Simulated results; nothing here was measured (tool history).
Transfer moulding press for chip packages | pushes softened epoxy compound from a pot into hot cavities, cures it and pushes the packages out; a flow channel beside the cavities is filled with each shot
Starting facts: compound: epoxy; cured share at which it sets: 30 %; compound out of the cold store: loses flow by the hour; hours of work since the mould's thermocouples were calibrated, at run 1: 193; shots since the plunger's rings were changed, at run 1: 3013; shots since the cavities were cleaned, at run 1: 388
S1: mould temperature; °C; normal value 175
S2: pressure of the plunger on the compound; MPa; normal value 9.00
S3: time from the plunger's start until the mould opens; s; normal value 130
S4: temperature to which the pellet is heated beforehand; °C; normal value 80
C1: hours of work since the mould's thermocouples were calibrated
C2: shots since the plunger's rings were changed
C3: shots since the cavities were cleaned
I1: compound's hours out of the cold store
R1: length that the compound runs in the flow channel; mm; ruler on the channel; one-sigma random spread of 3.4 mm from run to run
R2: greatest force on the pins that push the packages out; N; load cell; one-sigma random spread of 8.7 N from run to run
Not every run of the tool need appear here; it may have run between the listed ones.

run 1 hour=0.0 | S1=175 S2=9.00 S3=130 S4=80 | C1=193 C2=3013 C3=388 | I1=14.4 | R1=536 R2=633
run 2 hour=77.9 | S1=174 S2=9.00 S3=130 S4=80 | C1=227 C2=3507 C3=882 | I1=27.3 | R1=515 R2=765
-- hour=95.0 cavities cleaned with cleaning compound and waxed
run 3 hour=168.5 | S1=175 S2=9.00 S3=130 S4=75 | C1=266 C2=4072 C3=466 | I1=23.6 | R1=520 R2=606
-- hour=250.4 cavities cleaned with cleaning compound and waxed
run 4 hour=251.0 | S1=175 S2=9.00 S3=130 S4=80 | C1=302 C2=4585 C3=4 | I1=42.9 | R1=465 R2=387
run 5 hour=341.3 | S1=175 S2=9.00 S3=130 S4=80 | C1=342 C2=5158 C3=577 | I1=40.6 | R1=471 R2=646
-- hour=365.2 mould's thermocouples calibrated
run 6 hour=392.0 | S1=175 S2=9.00 S3=130 S4=80 | C1=12 C2=5467 C3=886 | I1=16.1 | R1=524 R2=687
-- hour=412.0 cavities cleaned with cleaning compound and waxed
run 7 hour=463.3 | S1=175 S2=9.00 S3=130 S4=80 | C1=43 C2=5909 C3=325 | I1=21.9 | R1=512 R2=573
-- hour=548.7 plunger's sealing rings changed
run 8 hour=552.9 | S1=175 S2=9.00 S3=130 S4=80 | C1=81 C2=27 C3=878 | I1=16.2 | R1=546 R2=717
-- hour=568.3 cavities cleaned with cleaning compound and waxed
run 9 hour=627.1 | S1=175 S2=9.00 S3=130 S4=80 | C1=113 C2=488 C3=373 | I1=46.1 | R1=470 R2=569
-- hour=721.7 cavities cleaned with cleaning compound and waxed
run 10 hour=721.7 | S1=175 S2=9.00 S3=130 S4=80 | C1=154 C2=1078 C3=0 | I1=38.2 | R1=485 R2=397
run 11 hour=809.7 | S1=175 S2=9.00 S3=130 S4=80 | C1=193 C2=1636 C3=558 | I1=35.6 | R1=490 R2=625
-- hour=877.1 cavities cleaned with cleaning compound and waxed
run 12 hour=904.6 | S1=175 S2=9.00 S3=130 S4=80 | C1=234 C2=2228 C3=174 | I1=37.0 | R1=489 R2=507
run 13 hour=987.9 | S1=175 S2=9.00 S3=130 S4=80 | C1=270 C2=2757 C3=703 | I1=18.0 | R1=532 R2=698
-- hour=1029.7 cavities cleaned with cleaning compound and waxed
run 14 hour=1057.5 | S1=175 S2=9.00 S3=130 S4=80 | C1=301 C2=3189 C3=177 | I1=11.8 | R1=543 R2=537
run 15 hour=1114.8 | S1=179 S2=9.00 S3=127 S4=83 | C1=326 C2=3552 C3=540 | I1=22.2 | R1=513 R2=588
-- hour=1176.1 mould's thermocouples calibrated
-- hour=1190.6 cavities cleaned with cleaning compound and waxed
run 16 hour=1193.8 | S1=175 S2=9.19 S3=130 S4=75 | C1=7 C2=4030 C3=20 | I1=40.0 | R1=483 R2=390
run 17 hour=1268.3 | S1=175 S2=9.19 S3=130 S4=75 | C1=40 C2=4503 C3=493 | I1=43.0 | R1=463 R2=593
-- hour=1343.6 cavities cleaned with cleaning compound and waxed
run 18 hour=1362.8 | S1=168 S2=8.91 S3=122 S4=82 | C1=81 C2=5093 C3=122 | I1=44.2 | R1=474 R2=791
run 19 hour=1418.7 | S1=168 S2=9.95 S3=139 S4=82 | C1=106 C2=5447 C3=476 | I1=42.1 | R1=504 R2=789
-- hour=1496.4 cavities cleaned with cleaning compound and waxed
run 20 hour=1515.7 | S1=168 S2=9.95 S3=139 S4=82 | C1=148 C2=6053 C3=123 | I1=20.2 | R1=571 R2=641
-- hour=1578.0 plunger's sealing rings changed
run 21 hour=1578.0 | S1=168 S2=9.95 S3=139 S4=82 | C1=174 C2=0 C3=502 | I1=8.7 | R1=635 R2=878
-- hour=1652.9 cavities cleaned with cleaning compound and waxed
run 22 hour=1662.3 | S1=175 S2=10.42 S3=127 S4=81 | C1=210 C2=525 C3=59 | I1=34.1 | R1=535 R2=431
run 23 hour=1757.6 | S1=174 S2=9.92 S3=164 S4=77 | C1=252 C2=1130 C3=664 | I1=35.8 | R1=519 R2=570
-- hour=1805.6 cavities cleaned with cleaning compound and waxed
run 24 hour=1853.7 | S1=173 S2=10.23 S3=151 S4=80 | C1=294 C2=1729 C3=305 | I1=21.0 | R1=575 R2=533
run 25 hour=1928.3 | S1=175 S2=9.00 S3=116 S4=80 | C1=327 C2=2202 C3=778 | I1=14.5 | R1=543 R2=829
-- hour=1957.7 cavities cleaned with cleaning compound and waxed
-- hour=1984.6 mould's thermocouples calibrated
run 26 hour=1990.6 | S1=167 S2=9.00 S3=112 S4=80 | C1=3 C2=2575 C3=196 | I1=36.6 | R1=518 R2=1101
run 27 hour=2078.5 | S1=167 S2=9.00 S3=112 S4=80 | C1=41 C2=3132 C3=753 | I1=46.0 | R1=488 R2=1428

Alternative continuations, all from the tool just after run 27; predict every row:
-- hour=2112.9 cavities cleaned with cleaning compound and waxed
run A hour=2124.5 | S1=179 S2=9.00 S3=130 S4=80 | C1=61 C2=3415 C3=74 | I1=23.9 | R1=? R2=?
-- hour=2112.9 cavities cleaned with cleaning compound and waxed
run B hour=2124.5 | S1=175 S2=9.64 S3=130 S4=80 | C1=61 C2=3415 C3=74 | I1=37.9 | R1=? R2=?
-- hour=2112.9 cavities cleaned with cleaning compound and waxed
run C hour=2124.5 | S1=175 S2=7.30 S3=122 S4=80 | C1=61 C2=3415 C3=74 | I1=20.3 | R1=? R2=?
-- hour=2112.9 cavities cleaned with cleaning compound and waxed
run D hour=2124.5 | S1=167 S2=9.87 S3=112 S4=80 | C1=61 C2=3415 C3=74 | I1=33.0 | R1=? R2=?

run=A R1=503 R2=415
run=B R1=499 R2=429
run=C R1=469 R2=478
run=D R1=547 R2=951
With the hidden condition removed and each run's random variation left untouched, the same runs would have given:
run=A R1=519 R2=361
run=B R1=515 R2=372
run=C R1=484 R2=413
run=D R1=565 R2=821
